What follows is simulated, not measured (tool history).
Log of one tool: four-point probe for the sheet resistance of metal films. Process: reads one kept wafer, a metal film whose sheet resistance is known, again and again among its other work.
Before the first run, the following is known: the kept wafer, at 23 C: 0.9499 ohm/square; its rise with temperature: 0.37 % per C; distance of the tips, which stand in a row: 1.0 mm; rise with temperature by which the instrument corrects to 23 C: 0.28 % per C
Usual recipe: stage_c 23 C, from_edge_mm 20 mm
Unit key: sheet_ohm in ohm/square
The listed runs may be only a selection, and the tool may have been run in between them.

run 1 hour=0 | stage_c=23 from_edge_mm=20 | sheet_ohm=0.951502
run 2 hour=24.1 | stage_c=23 from_edge_mm=20 | sheet_ohm=0.951163
run 3 hour=37.9 | stage_c=23 from_edge_mm=58 | sheet_ohm=0.950259
run 4 hour=58.7 | stage_c=23 from_edge_mm=34 | sheet_ohm=0.950321
run 5 hour=69.3 | stage_c=23 from_edge_mm=22 | sheet_ohm=0.951221
run 6 hour=85.3 | stage_c=23 from_edge_mm=22 | sheet_ohm=0.95128
run 7 hour=98.1 | stage_c=23 from_edge_mm=22 | sheet_ohm=0.951285
run 8 hour=119.3 | stage_c=23 from_edge_mm=22 | sheet_ohm=0.951045
run 9 hour=129.9 | stage_c=23 from_edge_mm=20 | sheet_ohm=0.951311
run 10 hour=148.3 | stage_c=23 from_edge_mm=20 | sheet_ohm=0.951126
-- hour=150.4 stage's thermometer calibrated
run 11 hour=159.3 | stage_c=23 from_edge_mm=20 | sheet_ohm=0.950905
run 12 hour=171.6 | stage_c=21 from_edge_mm=44 | sheet_ohm=0.947803
run 13 hour=183.5 | stage_c=18 from_edge_mm=15 | sheet_ohm=0.947675
run 14 hour=199.8 | stage_c=18 from_edge_mm=15 | sheet_ohm=0.947714
run 15 hour=217.5 | stage_c=26 from_edge_mm=9 | sheet_ohm=0.958423
run 16 hour=234.2 | stage_c=26 from_edge_mm=9 | sheet_ohm=0.958614
run 17 hour=247.8 | stage_c=26 from_edge_mm=9 | sheet_ohm=0.958485
run 18 hour=266.1 | stage_c=26 from_edge_mm=9 | sheet_ohm=0.95813
run 19 hour=277.3 | stage_c=21 from_edge_mm=7 | sheet_ohm=0.957903
-- hour=299.2 stage's thermometer calibrated, once more
run 20 hour=301.2 | stage_c=26 from_edge_mm=20 | sheet_ohm=0.954244

Expected results for the next run?
run 21 hour=317.2 | stage_c=26 from_edge_mm=20 | sheet_ohm=?

{"run 21": {"sheet_ohm": 0.954386}}
Were there no unlogged condition in the tool, this run, its random variation unchanged, would have produced sheet_ohm 0.953674 ohm/square.
